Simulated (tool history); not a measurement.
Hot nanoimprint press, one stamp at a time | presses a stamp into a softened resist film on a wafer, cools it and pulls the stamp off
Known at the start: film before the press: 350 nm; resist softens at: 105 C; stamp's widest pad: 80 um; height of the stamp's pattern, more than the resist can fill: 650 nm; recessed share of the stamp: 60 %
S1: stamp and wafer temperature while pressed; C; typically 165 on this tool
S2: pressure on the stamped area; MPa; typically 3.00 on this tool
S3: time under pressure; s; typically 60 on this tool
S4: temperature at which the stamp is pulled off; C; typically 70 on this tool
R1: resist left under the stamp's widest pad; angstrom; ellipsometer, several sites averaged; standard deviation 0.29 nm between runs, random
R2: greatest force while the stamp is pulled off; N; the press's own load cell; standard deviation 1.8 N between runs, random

run   hour   S1    S2   S3  S4    R1   R2
  1    0.0  165  3.00   60  70  1239  141
  2    6.3  165  3.00   60  70  1241  140
  3   13.4  165  3.00   60  70  1234  143
  4   24.7  165  3.00   60  70  1238  142
  5   30.9  159  3.00   60  70  1599  140
  6   42.0  159  3.00   60  70  1599  144
  7   53.9  159  3.00   60  70  1592  144
  8   60.3  159  3.00   60  70  1600  145
  9   68.0  159  3.00   60  70  1595  145
 10   76.6  159  3.00   60  70  1594  146
 11   90.0  159  3.00   60  70  1583  147
 12   96.9  159  3.00   60  70  1586  149
 13  107.7  165  3.00   60  61  1231  165
 14  117.0  165  3.00   60  61  1233  167
 15  124.8  165  3.00   60  61  1226  164
 16  130.9  165  3.00   60  61  1224  165
 17  145.1  165  3.00   35  61  1473  164
     149.1  -- plate thermocouple calibrated
 18  155.9  175  3.00   48  68   881  155
 19  168.7  175  3.00   48  68   880  156
 20  176.2  163  1.99   48  66  1790  158
     184.8  -- plate thermocouple calibrated, once more
 21  190.1  163  1.99   48  66  1822  164
 22  200.8  165  4.56   40  65  1121  167
 23  206.9  162  3.38  114  70  1058  160
 24  220.2  162  2.92   60  74  1434  151
 25  233.7  153  3.00  109  70  1730  158
 26  240.6  153  3.06   86  70  1853  162
 27  249.1  153  3.06   56  70  2086  161
 28  256.2  172  3.00  114  64   733  168
 29  264.1  157  2.41   60  70  1951  161

Branching from run 29: 5 alternative next runs. What would each branch give?
  A  276.6  177  3.33  60  77   ?   ?
  B  276.6  165  2.94  41  67   ?   ?
  C  276.6  157  2.41  37  64   ?   ?
  D  276.6  165  3.00  67  74   ?   ?
  E  276.6  157  2.41  60  71   ?   ?

run    R1   R2
  A   717  149
  B  1427  166
  C  2224  171
  D  1193  154
  E  1945  160
Without the tool's hidden state the same runs would have given:
run    R1   R2
  A   718  129
  B  1436  143
  C  2242  148
  D  1200  133
  E  1962  138

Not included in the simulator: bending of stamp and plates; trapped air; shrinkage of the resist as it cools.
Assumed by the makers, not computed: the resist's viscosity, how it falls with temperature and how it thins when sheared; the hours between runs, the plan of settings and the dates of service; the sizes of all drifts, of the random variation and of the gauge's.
